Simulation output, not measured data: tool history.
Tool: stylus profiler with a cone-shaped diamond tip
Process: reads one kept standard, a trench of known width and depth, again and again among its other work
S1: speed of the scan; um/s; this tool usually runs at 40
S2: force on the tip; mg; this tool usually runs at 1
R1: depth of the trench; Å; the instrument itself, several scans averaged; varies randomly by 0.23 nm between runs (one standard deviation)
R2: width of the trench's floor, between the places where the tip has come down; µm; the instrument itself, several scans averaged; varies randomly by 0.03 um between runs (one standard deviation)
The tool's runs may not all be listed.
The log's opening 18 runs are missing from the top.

run	hour	S1	S2	R1	R2
19	1795.7	38	0.74	10070.3	43.74
20	1918	14	2.44	10167.2	43.92
21	1988.6	126	0.6	10064.5	42.81
22	2088.4	126	0.6	10065.4	42.79
23	2225.8	126	0.6	10063.8	42.82
24	2287.2	74	0.46	10054.4	43.21
25	2405.1	34	1	10086.9	43.76
26	2515.2	53	1.64	10127.1	43.66
27	2602.5	10	0.38	10046.1	43.83
28	2689.2	32	2.07	10144.2	43.81
29	2791.6	32	2.07	10144.7	43.82
30	2894.9	32	2.07	10146.3	43.81
31	2972.2	83	1	10092	43.39
32	3039.4	40	2.44	10161.7	43.79
33	3099.2	40	2.44	10163.4	43.78

Branching from run 33: 5 alternative next runs. What would each branch give?
A	3219.9	40	2.07	?	?
B	3219.9	83	2.91	?	?
C	3219.9	40	0.55	?	?
D	3219.9	78	0.4	?	?
E	3219.9	42	0.5	?	?

run	R1	R2
A	10151.4	43.82
B	10183.1	43.61
C	10065	43.56
D	10049.4	43.06
E	10057.9	43.54
With the hidden condition removed and each run's random variation left untouched, the same runs would have given:
run	R1	R2
A	10151.5	43.84
B	10183.2	43.63
C	10065.1	43.58
D	10049.5	43.08
E	10058	43.56
